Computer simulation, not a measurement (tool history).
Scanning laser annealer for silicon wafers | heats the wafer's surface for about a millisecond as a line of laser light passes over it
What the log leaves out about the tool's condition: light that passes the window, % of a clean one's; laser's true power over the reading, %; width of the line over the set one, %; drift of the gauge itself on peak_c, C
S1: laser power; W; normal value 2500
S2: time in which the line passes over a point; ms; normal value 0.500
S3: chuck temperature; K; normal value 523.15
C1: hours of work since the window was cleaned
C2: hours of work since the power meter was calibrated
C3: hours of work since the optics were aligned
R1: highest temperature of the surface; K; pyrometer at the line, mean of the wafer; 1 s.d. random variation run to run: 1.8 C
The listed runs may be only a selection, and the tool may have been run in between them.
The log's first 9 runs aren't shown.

| run | day | S1 | S2 | S3 | C1 | C2 | C3 | R1 |
|---|---|---|---|---|---|---|---|---|
| 10 | 3.229 | 2498 | 0.500 | 523.15 | 476 | 65 | 226 | 1169.15 |
|  | 3.608 | window over the wafer cleaned |
| 11 | 3.700 | 2498 | 0.500 | 523.15 | 1 | 71 | 233 | 1216.15 |
| 12 | 4.117 | 2498 | 0.500 | 523.15 | 8 | 78 | 239 | 1218.15 |
| 13 | 4.496 | 2498 | 0.500 | 523.15 | 14 | 84 | 245 | 1215.15 |
| 14 | 4.767 | 2498 | 0.500 | 523.15 | 19 | 88 | 250 | 1215.15 |
| 15 | 5.125 | 2498 | 0.500 | 523.15 | 24 | 94 | 255 | 1214.15 |
| 16 | 5.588 | 2498 | 0.500 | 523.15 | 32 | 101 | 263 | 1215.15 |
|  | 5.842 | optics aligned, line set to its width |
| 17 | 6.217 | 2498 | 0.500 | 523.15 | 38 | 108 | 6 | 1212.15 |
| 18 | 6.692 | 2500 | 0.500 | 523.15 | 46 | 115 | 14 | 1213.15 |
| 19 | 6.908 | 2500 | 0.500 | 523.15 | 49 | 119 | 17 | 1214.15 |
| 20 | 7.146 | 2500 | 0.500 | 523.15 | 53 | 123 | 21 | 1213.15 |
|  | 7.658 | optics aligned, line set to its width, once more |
| 21 | 7.729 | 2500 | 0.503 | 504.15 | 59 | 129 | 1 | 1202.15 |
| 22 | 8.146 | 2500 | 0.500 | 483.15 | 66 | 135 | 8 | 1178.15 |
| 23 | 8.596 | 2500 | 0.500 | 483.15 | 73 | 142 | 15 | 1175.15 |
| 24 | 8.933 | 2500 | 0.487 | 501.15 | 78 | 148 | 20 | 1185.15 |
| 25 | 9.242 | 2162 | 0.587 | 511.15 | 83 | 153 | 25 | 1125.15 |
| 26 | 9.542 | 2332 | 0.587 | 485.15 | 88 | 158 | 30 | 1165.15 |
| 27 | 9.900 | 2332 | 0.587 | 485.15 | 94 | 163 | 36 | 1162.15 |

Run 28 comes next. What will it give?
| 28 | 10.100 | 2500 | 0.500 | 513.15 | 97 | 166 | 39 | ? |

R1: 1204.15 K
Minus the tool's unlogged condition, the same run would have read R1 1216.15 K.

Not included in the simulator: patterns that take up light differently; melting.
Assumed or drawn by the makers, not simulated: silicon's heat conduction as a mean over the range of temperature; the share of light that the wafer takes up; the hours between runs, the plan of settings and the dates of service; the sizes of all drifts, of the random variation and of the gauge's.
